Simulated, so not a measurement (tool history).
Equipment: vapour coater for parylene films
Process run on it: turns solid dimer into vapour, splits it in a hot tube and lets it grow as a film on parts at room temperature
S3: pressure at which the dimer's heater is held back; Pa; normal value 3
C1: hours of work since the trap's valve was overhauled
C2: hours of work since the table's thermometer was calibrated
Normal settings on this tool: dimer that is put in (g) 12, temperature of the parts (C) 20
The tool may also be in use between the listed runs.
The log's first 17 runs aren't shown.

Run 18, hour 207.2: usual settings; C1 300; C2 467. Result: thickness of the film (nm) 5240.
At hour 224.8: trap's valve overhauled.
Run 19, hour 227.2: usual settings; C1 2; C2 481. Result: thickness of the film (nm) 5250.
Run 20, hour 238.4: usual settings; C1 12; C2 491. Result: thickness of the film (nm) 5240.
Run 21, hour 248: usual settings; C1 21; C2 499. Result: thickness of the film (nm) 5290.
Run 22, hour 258.3: usual settings but S3 2.87 Pa; C1 30; C2 508. Result: thickness of the film (nm) 5310.
Run 23, hour 269.9: usual settings but S3 2.87 Pa; C1 40; C2 519. Result: thickness of the film (nm) 5320.
Run 24, hour 282: usual settings but dimer that is put in (g) 17; C1 51; C2 529. Result: thickness of the film (nm) 7410.
Run 25, hour 296.7: usual settings but dimer that is put in (g) 18, temperature of the parts (C) 17; C1 64; C2 542. Result: thickness of the film (nm) 8280.
Run 26, hour 306.9: usual settings but dimer that is put in (g) 18, temperature of the parts (C) 15, S3 6.12 Pa; C1 73; C2 551. Result: thickness of the film (nm) 7940.
Run 27, hour 321.3: usual settings but dimer that is put in (g) 18, temperature of the parts (C) 15, S3 8.83 Pa; C1 85; C2 564. Result: thickness of the film (nm) 7570.
Run 28, hour 329.9: usual settings but temperature of the parts (C) 19; C1 93; C2 572. Result: thickness of the film (nm) 5390.
Run 29, hour 342.1: usual settings but dimer that is put in (g) 19, temperature of the parts (C) 27; C1 104; C2 582. Result: thickness of the film (nm) 7530.
Run 30, hour 360.1: usual settings but temperature of the parts (C) 26, S3 5.24 Pa; C1 120; C2 598. Result: thickness of the film (nm) 4570.
Run 31, hour 375.1: usual settings but dimer that is put in (g) 7, temperature of the parts (C) 31, S3 2.3 Pa; C1 133; C2 612. Result: thickness of the film (nm) 2680.
Run 32, hour 382.9: usual settings but temperature of the parts (C) 22, S3 5.41 Pa; C1 140; C2 618. Result: thickness of the film (nm) 4790.
Run 33, hour 397.2: usual settings but dimer that is put in (g) 5, temperature of the parts (C) 23, S3 2.81 Pa; C1 152; C2 631. Result: thickness of the film (nm) 2130.
Run 34, hour 405.4: usual settings but dimer that is put in (g) 7, temperature of the parts (C) 23, S3 2.81 Pa; C1 160; C2 638. Result: thickness of the film (nm) 2990.
Run 35, hour 417.4: usual settings but temperature of the parts (C) 16; C1 170; C2 649. Result: thickness of the film (nm) 5690.
Run 36, hour 425.2: usual settings but dimer that is put in (g) 22, S3 2.79 Pa; C1 177; C2 656. Result: thickness of the film (nm) 9840.
Run 37, hour 439.2: usual settings but dimer that is put in (g) 22, temperature of the parts (C) 12, S3 9.81 Pa; C1 190; C2 668. Result: thickness of the film (nm) 9680.
Run 38, hour 448.8: usual settings but temperature of the parts (C) 12; C1 198; C2 677. Result: thickness of the film (nm) 5990.
Run 39, hour 463.8: usual settings but temperature of the parts (C) 16; C1 211; C2 690. Result: thickness of the film (nm) 5640.
Run 40, hour 477.5: usual settings but dimer that is put in (g) 7, temperature of the parts (C) 13, S3 11.09 Pa; C1 223; C2 702. Result: thickness of the film (nm) 3010.
Run 41, hour 488: usual settings but dimer that is put in (g) 14, temperature of the parts (C) 32, S3 2.15 Pa; C1 233; C2 711. Result: thickness of the film (nm) 5410.

Forecast run 42:
At hour 496.8: gauge calibrated.
Run 42, hour 505.3: usual settings but dimer that is put in (g) 14, temperature of the parts (C) 32, S3 2.15 Pa; C1 248; C2 727. Result: thickness of the film (nm) ?.

thickness of the film (nm): 5190
Take away the tool's hidden state, keep the run-to-run variation as it was, and the same run would have given thickness of the film (nm) 5200.
